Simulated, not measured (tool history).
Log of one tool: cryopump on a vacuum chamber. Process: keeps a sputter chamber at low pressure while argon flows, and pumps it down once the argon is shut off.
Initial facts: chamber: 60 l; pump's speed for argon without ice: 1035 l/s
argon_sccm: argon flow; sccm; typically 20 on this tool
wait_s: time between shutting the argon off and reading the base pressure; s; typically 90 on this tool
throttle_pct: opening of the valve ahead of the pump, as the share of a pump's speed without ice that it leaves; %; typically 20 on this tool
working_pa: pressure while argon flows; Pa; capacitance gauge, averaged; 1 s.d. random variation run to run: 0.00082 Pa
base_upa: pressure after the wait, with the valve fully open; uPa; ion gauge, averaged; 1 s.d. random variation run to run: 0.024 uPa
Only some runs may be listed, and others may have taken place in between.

| run | hour | argon_sccm | wait_s | throttle_pct | working_pa | base_upa |
|---|---|---|---|---|---|---|
| 1 | 0 | 20 | 90 | 20 | 0.1675 | 1.1 |
| 2 | 80.4 | 15 | 90 | 20 | 0.1274 | 1.16 |
| 3 | 164.1 | 15 | 90 | 20 | 0.1288 | 1.21 |
| 4 | 223.2 | 15 | 90 | 20 | 0.1274 | 1.25 |
| 5 | 273 | 15 | 90 | 20 | 0.1289 | 1.29 |
| 6 | 331.6 | 20 | 86 | 20 | 0.1725 | 1.35 |
| 7 | 378.2 | 20 | 86 | 20 | 0.1714 | 1.45 |
| 8 | 430.1 | 20 | 86 | 20 | 0.1721 | 1.47 |
| 9 | 510.6 | 20 | 86 | 20 | 0.1721 | 1.55 |

Run 10 has not been measured yet. What should we expect?
| 10 | 568.7 | 20 | 99 | 44 | ? | ? |

{"run 10": {"working_pa": 0.0841, "base_upa": 1.56}}
Without the tool's hidden state the same run would have given working_pa 0.0736 Pa, base_upa 0.91 uPa.
